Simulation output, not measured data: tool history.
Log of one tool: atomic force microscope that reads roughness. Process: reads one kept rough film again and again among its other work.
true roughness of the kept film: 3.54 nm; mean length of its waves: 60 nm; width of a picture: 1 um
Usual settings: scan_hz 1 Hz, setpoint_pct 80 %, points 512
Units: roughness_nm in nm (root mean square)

run   hour  scan_hz  setpoint_pct  points  roughness_nm
  1      0        1            80     512         3.069
  2   40.9        1            80     512         3.023
      72.7  -- new tip fitted
  3   82.3        1            77     512         3.228
  4  122.3        1            77     512         3.179
  5  173.1        1            77     512         3.109
     178.6  -- height scale calibrated on a step standard
  6  228.9        1            55     512         3.123
     268.4  -- new tip fitted
  7  301.5        1            67     512         3.269
  8  354.9     1.44            70     512         3.139
  9  390.9        1            65     512         3.153
 10  428.5     2.55            76     878         2.891
     466.3  -- new tip fitted
 11    476        1            80     440         3.203
 12  549.3        1            86     440          3.05
 13  618.5        1            86     440         2.944
     633.9  -- height scale calibrated on a step standard, once more
     659.6  -- new tip fitted
 14  665.3     0.72            75     412         3.288

4 ways to go on from here, each from the tool as it stands after run 14. What would each give?
  A  717.9        1            83     575             ?
  B  717.9     0.72            87     412             ?
  C  717.9        1            80     425             ?
  D  717.9     1.96            88     525             ?

run  roughness_nm
  A          3.14
  B         3.172
  C         3.161
  D         2.951
Without the tool's hidden state the same runs would have given:
run  roughness_nm
  A         3.224
  B         3.256
  C         3.246
  D          3.03
